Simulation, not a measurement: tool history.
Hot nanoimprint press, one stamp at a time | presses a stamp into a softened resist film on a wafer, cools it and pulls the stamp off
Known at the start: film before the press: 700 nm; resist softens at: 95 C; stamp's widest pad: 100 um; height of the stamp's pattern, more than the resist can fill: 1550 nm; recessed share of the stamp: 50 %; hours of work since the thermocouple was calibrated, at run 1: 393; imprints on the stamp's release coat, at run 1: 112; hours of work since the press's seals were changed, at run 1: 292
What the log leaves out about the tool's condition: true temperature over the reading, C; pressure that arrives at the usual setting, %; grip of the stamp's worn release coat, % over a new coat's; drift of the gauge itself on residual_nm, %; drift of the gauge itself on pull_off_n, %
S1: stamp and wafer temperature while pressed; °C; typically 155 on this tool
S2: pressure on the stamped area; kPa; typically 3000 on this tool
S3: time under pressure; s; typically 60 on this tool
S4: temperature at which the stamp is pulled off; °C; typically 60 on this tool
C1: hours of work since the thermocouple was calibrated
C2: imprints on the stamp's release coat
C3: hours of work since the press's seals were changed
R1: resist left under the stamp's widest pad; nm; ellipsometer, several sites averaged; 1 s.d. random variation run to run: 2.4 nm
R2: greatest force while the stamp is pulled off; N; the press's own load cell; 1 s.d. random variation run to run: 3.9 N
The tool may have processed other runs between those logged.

run   hour   S1    S2  S3  S4   C1   C2   C3     R1   R2
  1    0.0  155  3000  60  60  393  112  292  398.8  185
  2   15.3  155  3000  60  60  402  168  301  395.1  188
  3   32.0  155  3000  60  60  412  229  311  398.7  186
  4   47.3  155  3000  60  60  421  284  320  394.2  191
  5   56.9  155  3000  60  60  427  319  325  400.1  187
  6   68.0  155  3000  60  60  433  360  332  397.1  191
  7   81.2  155  3000  60  60  441  408  340  395.1  189
  8   97.0  155  3000  60  60  450  466  349  395.1  196
  9  109.1  155  3000  60  60  457  509  356  395.7  189
 10  127.1  155  3780  60  60  468  575  367  363.4  193
 11  136.0  155  3000  70  50  473  607  372  376.6  245
 12  147.9  158  1860  61  50  480  651  379  414.1  252
 13  161.8  165  3260  66  50  489  701  387  229.1  258
 14  176.9  155  3000  60  53  497  756  396  398.4  229
 15  194.4  151  2240  96  45  508  820  406  447.6  280
 16  203.8  160  3000  87  60  513  854  412  272.5  191
     224.2  -- stamp cleaned and given a new release coat
 17  224.2  160  3000  87  60  522    0  420  274.0  188
 18  232.0  160  3000  87  60  526   28  425  274.1  193
 19  239.6  155  4090  85  60  531   56  429  308.1  197

4 ways to go on from here, each from the tool as it stands after run 19. What would each give?
  A  251.9  155  2900   85  60  538  101  437   ?   ?
  B  251.9  155  3000   41  52  538  101  437   ?   ?
  C  251.9  155  2320  111  60  538  101  437   ?   ?
  D  251.9  155  2590   60  60  538  101  437   ?   ?

run     R1   R2
  A  353.8  185
  B  447.4  236
  C  358.4  192
  D  415.8  189
Without the tool's unlogged condition, the same runs would have read:
run     R1   R2
  A  356.0  185
  B  449.6  236
  C  360.6  192
  D  418.1  189
